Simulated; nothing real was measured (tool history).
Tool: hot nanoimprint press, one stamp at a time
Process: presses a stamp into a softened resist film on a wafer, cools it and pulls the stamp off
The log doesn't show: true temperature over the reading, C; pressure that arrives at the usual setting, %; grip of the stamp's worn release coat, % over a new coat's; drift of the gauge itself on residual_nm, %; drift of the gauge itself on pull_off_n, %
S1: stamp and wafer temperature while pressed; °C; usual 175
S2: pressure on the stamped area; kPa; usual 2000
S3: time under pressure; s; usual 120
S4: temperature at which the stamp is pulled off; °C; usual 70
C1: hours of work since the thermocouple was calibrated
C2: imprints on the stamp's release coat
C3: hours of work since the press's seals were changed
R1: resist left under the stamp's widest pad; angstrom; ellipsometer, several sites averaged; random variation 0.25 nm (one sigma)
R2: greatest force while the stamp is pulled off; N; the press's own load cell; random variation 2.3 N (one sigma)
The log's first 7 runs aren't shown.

| run | hour | S1 | S2 | S3 | S4 | C1 | C2 | C3 | R1 | R2 |
|---|---|---|---|---|---|---|---|---|---|---|
| 8 | 350.6 | 175 | 2000 | 120 | 62 | 106 | 195 | 405 | 1004 | 132 |
|  | 366.7 | plate thermocouple calibrated, once more |
| 9 | 391.6 | 175 | 2000 | 120 | 70 | 17 | 385 | 431 | 1092 | 125 |
| 10 | 461.7 | 175 | 2000 | 120 | 70 | 65 | 735 | 479 | 1088 | 131 |
| 11 | 532.7 | 175 | 2000 | 120 | 70 | 114 | 1091 | 527 | 1085 | 149 |
| 12 | 589.2 | 175 | 2000 | 120 | 70 | 153 | 1373 | 566 | 1078 | 171 |
| 13 | 626.5 | 175 | 2000 | 120 | 70 | 178 | 1560 | 592 | 1076 | 165 |
|  | 636.4 | stamp cleaned and given a new release coat |
|  | 648.6 | press's hydraulic seals changed and the load cell set to zero |
| 14 | 677.4 | 175 | 2000 | 120 | 70 | 203 | 166 | 20 | 1054 | 109 |
| 15 | 743.9 | 175 | 2000 | 120 | 70 | 249 | 498 | 65 | 1048 | 120 |
| 16 | 783.3 | 175 | 2000 | 120 | 70 | 276 | 695 | 92 | 1046 | 133 |
|  | 814.7 | plate thermocouple calibrated |
| 17 | 819.0 | 168 | 2000 | 171 | 70 | 3 | 859 | 115 | 1289 | 133 |
| 18 | 883.1 | 168 | 2000 | 171 | 70 | 47 | 1179 | 159 | 1282 | 157 |
| 19 | 920.1 | 168 | 2300 | 171 | 57 | 72 | 1365 | 184 | 1226 | 224 |
|  | 972.5 | stamp cleaned and given a new release coat |
| 20 | 984.8 | 175 | 2000 | 106 | 72 | 113 | 62 | 224 | 1103 | 99 |
| 21 | 1027.0 | 175 | 1250 | 152 | 72 | 141 | 272 | 253 | 1149 | 106 |
| 22 | 1090.5 | 175 | 2000 | 108 | 70 | 185 | 590 | 297 | 1088 | 126 |
| 23 | 1122.1 | 186 | 2000 | 121 | 70 | 207 | 748 | 319 | 622 | 133 |
| 24 | 1159.8 | 186 | 2000 | 121 | 70 | 232 | 937 | 344 | 618 | 136 |
| 25 | 1193.5 | 186 | 2000 | 121 | 70 | 256 | 1105 | 367 | 619 | 150 |
|  | 1253.8 | plate thermocouple calibrated |
| 26 | 1254.6 | 179 | 3170 | 87 | 60 | 1 | 1396 | 407 | 855 | 214 |
|  | 1299.7 | stamp cleaned and given a new release coat |
| 27 | 1319.5 | 181 | 2100 | 120 | 56 | 41 | 99 | 448 | 805 | 153 |
| 28 | 1385.5 | 175 | 2290 | 187 | 70 | 86 | 429 | 493 | 869 | 119 |
| 29 | 1428.7 | 170 | 2290 | 187 | 70 | 116 | 645 | 523 | 1100 | 131 |
| 30 | 1477.0 | 175 | 1480 | 120 | 69 | 149 | 887 | 556 | 1183 | 139 |

3 ways to go on from here, each from the tool as it stands after run 30. What would each give?
| A | 1520.4 | 185 | 1320 | 120 | 70 | 179 | 1104 | 585 | ? | ? |
| B | 1520.4 | 175 | 2000 | 167 | 77 | 179 | 1104 | 585 | ? | ? |
| C | 1520.4 | 175 | 1480 | 120 | 59 | 179 | 1104 | 585 | ? | ? |

| run | R1 | R2 |
|---|---|---|
| A | 795 | 150 |
| B | 946 | 114 |
| C | 1179 | 196 |
Without the tool's hidden state the same runs would have given:
| run | R1 | R2 |
|---|---|---|
| A | 808 | 105 |
| B | 959 | 80 |
| C | 1195 | 137 |

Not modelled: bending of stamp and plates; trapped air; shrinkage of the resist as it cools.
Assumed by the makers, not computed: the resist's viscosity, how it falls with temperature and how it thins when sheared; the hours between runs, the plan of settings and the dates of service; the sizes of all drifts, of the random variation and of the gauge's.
